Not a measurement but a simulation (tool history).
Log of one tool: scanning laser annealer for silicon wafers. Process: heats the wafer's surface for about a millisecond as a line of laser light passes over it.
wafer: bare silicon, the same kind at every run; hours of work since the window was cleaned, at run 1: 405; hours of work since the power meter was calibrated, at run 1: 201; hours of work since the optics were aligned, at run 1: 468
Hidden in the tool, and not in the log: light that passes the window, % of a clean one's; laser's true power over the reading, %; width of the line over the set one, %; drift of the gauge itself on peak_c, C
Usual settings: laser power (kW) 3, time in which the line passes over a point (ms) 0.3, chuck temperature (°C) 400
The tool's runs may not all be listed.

run	hour	laser power (kW)	time in which the line passes over a point (ms)	chuck temperature (°C)	hours of work since the window was cleaned	hours of work since the power meter was calibrated	hours of work since the optics were aligned	highest temperature of the surface (°C)
1	0	3	0.3	400	405	201	468	1193
2	8.2	3	0.3	373	409	205	473	1165
3	18.6	3	0.3	400	415	211	479	1194
4	25.1	3	0.3	400	419	215	482	1192
5	39.2	3	0.3	400	428	224	491	1193
6	49.5	3	0.3	400	434	230	497	1193
7	60.3	3	0.3	400	440	236	503	1189
8	70.7	2.897	0.3	400	446	242	509	1164
9	79	2.897	0.3	400	451	247	514	1162
10	85.7	3	0.3	400	455	251	518	1187
11	92.2	3	0.3	365	459	255	522	1155
12	99.8	3	0.3	400	463	259	526	1191
13	108.2	3	0.3	407	468	264	531	1195
14	118.9	3	0.3	407	474	270	538	1191
15	129	3	0.3	426	480	276	543	1215
16	136	3	0.3	426	484	280	547	1212
17	150.6	3.014	0.228	425	493	289	556	1102
18	161.6	2.741	0.3	365	499	295	562	1092
19	171.9	2.741	0.3	365	505	301	569	1087
20	186.2	3	0.3	435	514	310	577	1224
21	198.7	3	0.3	435	521	317	584	1222

The next listed run, before its measurement:
22	212.8	3.111	0.328	436	529	325	593	?

highest temperature of the surface (°C): 1289
Without the tool's hidden state the same run would have given highest temperature of the surface (°C) 1316.
